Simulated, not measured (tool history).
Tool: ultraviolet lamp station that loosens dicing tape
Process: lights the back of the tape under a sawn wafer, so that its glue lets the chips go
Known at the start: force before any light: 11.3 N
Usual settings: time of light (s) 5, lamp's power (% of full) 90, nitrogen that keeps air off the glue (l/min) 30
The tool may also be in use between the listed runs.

run	hour	time of light (s)	lamp's power (% of full)	nitrogen that keeps air off the glue (l/min)	force that peels the tape off (N)	light that reached the tape (J/m2)
1	0	5	90	30	0.683	3700
2	37.4	5	90	30	0.724	3560
# hour 74.5: lamp changed
3	110.2	5	90	30	0.268	5740
4	156.7	5	70	30	0.477	4330
5	208.2	5	70	30	0.517	4250
6	254.6	7	70	30	0.278	5760
# hour 287.3: window cleaned of glue's vapour
7	302.7	7	78	30	0.281	5580
8	364	7	78	30	0.3	5380
9	437.7	4	90	30	0.872	3340
# hour 501.2: window cleaned of glue's vapour, once more
10	513.4	5	90	14	0.454	5650
11	584.4	5	90	14	0.503	5360
12	623.7	5	90	13	0.547	5200
13	664.6	5	90	13	0.617	5000
14	702.1	5	95	30	0.336	5120
15	760.2	5	94	30	0.352	4970
16	806.5	2	90	30	2.613	1880
17	848.9	2	90	30	2.796	1760
18	915.4	2	90	30	2.88	1710
# hour 975.7: window cleaned of glue's vapour
19	982.9	4	90	30	0.638	3820
20	1037.2	10	90	30	0.18	9200
21	1110.3	10	90	30	0.188	8850
22	1179.2	5	79	30	0.681	3660
23	1253.7	10	79	53	0.183	7040
24	1323	9	72	10	0.619	5430
25	1383	10	90	30	0.189	7230
26	1435	3	64	18	4.042	1500
# hour 1452.3: window cleaned of glue's vapour
27	1497.9	5	89	53	0.473	3800
28	1565.2	7	90	16	0.499	5170
# hour 1569.8: lamp changed
29	1630.1	3	90	29	0.795	3540
30	1669.1	2	63	29	3.244	1580
31	1742.2	2	63	29	3.38	1530
32	1793.6	3	63	32	1.915	2260
33	1841.8	6	90	29	0.25	6130
34	1885.6	3	99	34	0.839	3280
35	1921	3	62	20	2.688	2020
# hour 1928.5: window cleaned of glue's vapour
36	1994	5	70	36	0.452	4300
37	2059.8	5	70	36	0.491	4090
38	2122.4	8	70	47	0.201	6330
39	2176.1	3	96	15	1.481	3180
40	2213.4	5	90	47	0.31	4770
41	2292.3	5	90	10	0.963	4520
42	2346.6	5	90	10	1.034	4350
# hour 2409.7: window cleaned of glue's vapour
43	2419.6	3	64	11	3.388	2050

Hidden state or all else? Some run-to-run changes of force that peels the tape off (N), split into what the settings, what came in and random variation would give without the hidden state, and what is left for the hidden state (with any gauge scatter that isn't in both results):
The hidden state here: lamp's light, % of a new lamp's; light that the window lets through, % of a clean one's; drift of the gauge itself on peel_n, %; drift of the gauge itself on dose_mj_cm2, %.
Run 18 -> 19: time of light (s) 2 -> 4, window cleaned of glue's vapour. force that peels the tape off (N) -2.242: hidden state -1.051, all else -1.191.
Run 25 -> 26: time of light (s) 10 -> 3, lamp's power (% of full) 90 -> 64, nitrogen that keeps air off the glue (l/min) 30 -> 18. force that peels the tape off (N) +3.853: hidden state +2.246, all else +1.607.
Run 26 -> 27: time of light (s) 3 -> 5, lamp's power (% of full) 64 -> 89, nitrogen that keeps air off the glue (l/min) 18 -> 53, window cleaned of glue's vapour. force that peels the tape off (N) -3.569: hidden state -1.992, all else -1.577.
Run 29 -> 30: time of light (s) 3 -> 2, lamp's power (% of full) 90 -> 63. force that peels the tape off (N) +2.449: hidden state +0.291, all else +2.158.
